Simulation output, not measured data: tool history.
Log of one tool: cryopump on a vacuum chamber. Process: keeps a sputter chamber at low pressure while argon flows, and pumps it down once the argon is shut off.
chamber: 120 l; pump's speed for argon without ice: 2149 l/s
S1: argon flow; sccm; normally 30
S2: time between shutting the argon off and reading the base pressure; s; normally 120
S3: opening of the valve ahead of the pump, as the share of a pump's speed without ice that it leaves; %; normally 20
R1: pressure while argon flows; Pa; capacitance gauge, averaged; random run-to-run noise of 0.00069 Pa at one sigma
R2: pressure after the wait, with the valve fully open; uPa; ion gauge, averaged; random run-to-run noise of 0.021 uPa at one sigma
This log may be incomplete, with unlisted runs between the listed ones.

run	hour	S1	S2	S3	R1	R2
1	0.0	30	120	20	0.1212	1.60
2	12.5	30	120	20	0.1206	1.59
3	25.6	30	120	20	0.1209	1.67
4	35.0	30	120	20	0.1204	1.62
5	42.9	30	162	20	0.1214	1.59
6	52.8	30	120	45	0.0555	1.64
7	60.6	24	120	45	0.0438	1.65
8	78.9	24	120	45	0.0445	1.69
9	87.2	24	110	45	0.0444	1.66
10	102.7	24	110	45	0.0443	1.73
11	115.6	30	20	20	0.1209	2.94
12	123.5	30	120	20	0.1211	1.73
13	140.8	30	120	20	0.1207	1.69
14	159.7	30	120	20	0.1210	1.70
# hour 170.8: leaking fittings of the chamber tightened, without venting
15	171.1	30	120	20	0.1212	0.44
16	181.2	30	57	20	0.1217	0.64
17	195.3	30	224	20	0.1219	0.30
18	208.8	33	51	22	0.1201	0.76
19	220.2	33	51	52	0.0533	0.75
20	234.5	33	51	52	0.0534	0.79
21	246.5	34	120	20	0.1369	0.44
22	256.2	40	120	20	0.1608	0.46
23	273.3	40	120	20	0.1627	0.49
24	287.8	40	120	20	0.1615	0.42
25	300.4	18	40	51	0.0302	0.90
26	318.3	21	78	20	0.0854	0.58
27	332.6	51	120	21	0.1965	0.48
28	351.2	51	120	40	0.1070	0.50
29	367.9	13	249	40	0.0275	0.36
30	386.7	30	120	21	0.1153	0.46
31	398.9	32	21	31	0.0860	1.72
32	408.5	12	120	19	0.0521	0.49
33	423.4	22	30	56	0.0346	1.27

Predict each of these 4 candidate next runs independently; none follows another, all start after run 33:
A	438.9	22	189	56	?	?
B	438.9	18	30	28	?	?
C	438.9	46	148	18	?	?
D	438.9	22	137	54	?	?

run	R1	R2
A	0.0331	0.42
B	0.0533	1.23
C	0.2087	0.44
D	0.0342	0.49
The same runs, with their run-to-run variation unchanged, on a tool lacking any hidden condition would have given:
run	R1	R2
A	0.0300	0.31
B	0.0508	1.12
C	0.2023	0.34
D	0.0311	0.38

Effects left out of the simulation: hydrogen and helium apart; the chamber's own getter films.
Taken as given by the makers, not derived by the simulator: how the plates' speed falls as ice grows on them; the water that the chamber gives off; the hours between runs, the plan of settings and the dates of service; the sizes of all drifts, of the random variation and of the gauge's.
